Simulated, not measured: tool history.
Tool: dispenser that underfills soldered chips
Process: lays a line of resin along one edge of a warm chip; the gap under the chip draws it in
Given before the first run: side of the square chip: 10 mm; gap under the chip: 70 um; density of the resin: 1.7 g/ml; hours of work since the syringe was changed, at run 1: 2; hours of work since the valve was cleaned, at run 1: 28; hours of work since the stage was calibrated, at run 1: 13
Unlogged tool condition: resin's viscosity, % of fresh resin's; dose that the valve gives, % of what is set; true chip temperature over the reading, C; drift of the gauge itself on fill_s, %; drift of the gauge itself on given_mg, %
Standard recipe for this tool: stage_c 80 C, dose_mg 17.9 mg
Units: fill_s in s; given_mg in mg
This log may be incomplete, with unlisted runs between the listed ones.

run   hour  stage_c  dose_mg  hours of work since the syringe was changed  hours of work since the valve was cleaned  hours of work since the stage was calibrated  fill_s  given_mg
  1    0.0       80     17.9                                            2                                         28                                            13    79.5     17.41
  2    2.2       80     17.9                                            4                                         30                                            15    91.4     17.27
       5.8  -- new syringe of resin
  3    6.9       80     17.9                                            1                                         33                                            18    73.9     17.18
  4    9.5       80     19.1                                            3                                         35                                            20    83.5     18.43
  5   13.7       69     17.9                                            6                                         38                                            24   186.1     17.28
      14.3  -- new syringe of resin
  6   18.6       84     17.9                                            3                                         42                                            27    70.7     17.21
  7   20.5       84     17.9                                            5                                         44                                            29    80.5     17.10
      22.6  -- new syringe of resin
  8   25.3       80     17.9                                            2                                         47                                            32    80.0     17.14
  9   28.3       80     17.9                                            4                                         49                                            34    93.3     17.08
      30.9  -- new syringe of resin
 10   31.6       80     17.9                                            0                                         52                                            37    69.9     17.03
 11   35.2       80     17.9                                            3                                         55                                            40    84.5     16.79
 12   37.7       80     17.9                                            5                                         57                                            42    97.0     16.85
      39.4  -- new syringe of resin
 13   42.0       80     17.9                                            2                                         60                                            45    79.5     16.83
 14   45.9       80     17.9                                            5                                         63                                            48    96.4     16.82
      47.9  -- new syringe of resin
 15   48.6       80     17.9                                            1                                         64                                            50    71.7     16.81
 16   53.1       80     17.9                                            4                                         68                                            53    89.9     16.67
      56.2  -- new syringe of resin
 17   57.6       80     17.9                                            1                                         71                                            56    74.4     16.64
 18   62.3       80     17.9                                            5                                         75                                            60    95.1     16.55
      64.8  -- new syringe of resin
 19   65.1       69     18.6                                            0                                         77                                            62   124.7     17.20
 20   68.4       84     20.7                                            3                                         80                                            65    68.6     19.12
 21   72.6       88     17.9                                            6                                         83                                            68    72.3     16.57
      73.1  -- new syringe of resin
 22   75.4       88     17.9                                            2                                         85                                            70    52.4     16.54
 23   79.8       74     17.9                                            5                                         88                                            73   138.0     16.47
      81.7  -- new syringe of resin
 24   84.4       88     21.5                                            2                                         91                                            77    52.8     19.68
 25   88.3       88     21.5                                            5                                         95                                            80    65.8     19.72
      90.1  -- new syringe of resin
 26   91.4       88     21.5                                            1                                         97                                            82    50.7     19.61
 27   96.0       86     18.3                                            5                                        100                                            85    71.7     16.67
      98.4  -- new syringe of resin
 28   99.0       76     17.4                                            0                                        102                                            87    88.1     15.75
 29  101.8       76     17.4                                            3                                        105                                            90   104.5     15.67
 30  106.3       76     17.4                                            6                                        108                                            93   131.8     15.75
     106.9  -- new syringe of resin
 31  110.2       73     15.9                                            3                                        111                                            96   127.9     14.39
 32  113.6       93     17.5                                            5                                        114                                            99    55.0     15.71
     115.2  -- new syringe of resin
 33  117.3       80     15.9                                            2                                        116                                           101    84.0     14.32
 34  121.7       80     15.9                                            5                                        120                                           105   106.5     14.05
     123.5  -- new syringe of resin
 35  126.3       88     22.6                                            2                                        123                                           108    54.1     20.08
 36  129.3       92     17.9                                            4                                        125                                           110    54.6     15.81

Pick out some run-to-run changes in fill_s. Of each, how much would a tool without hidden state show as well, from the settings, what came in and chance, and how much is left for the hidden state and any gauge scatter not in both results compared?
Run 4 -> 5: stage_c 80 -> 69, dose_mg 19.1 -> 17.9. fill_s +102.6 s: hidden state +49.6, all else +53.0.
Run 5 -> 6: stage_c 69 -> 84, new syringe of resin. fill_s -115.4 s: hidden state -50.3, all else -65.1.
Run 22 -> 23: stage_c 88 -> 74. fill_s +85.6 s: hidden state +37.1, all else +48.5.

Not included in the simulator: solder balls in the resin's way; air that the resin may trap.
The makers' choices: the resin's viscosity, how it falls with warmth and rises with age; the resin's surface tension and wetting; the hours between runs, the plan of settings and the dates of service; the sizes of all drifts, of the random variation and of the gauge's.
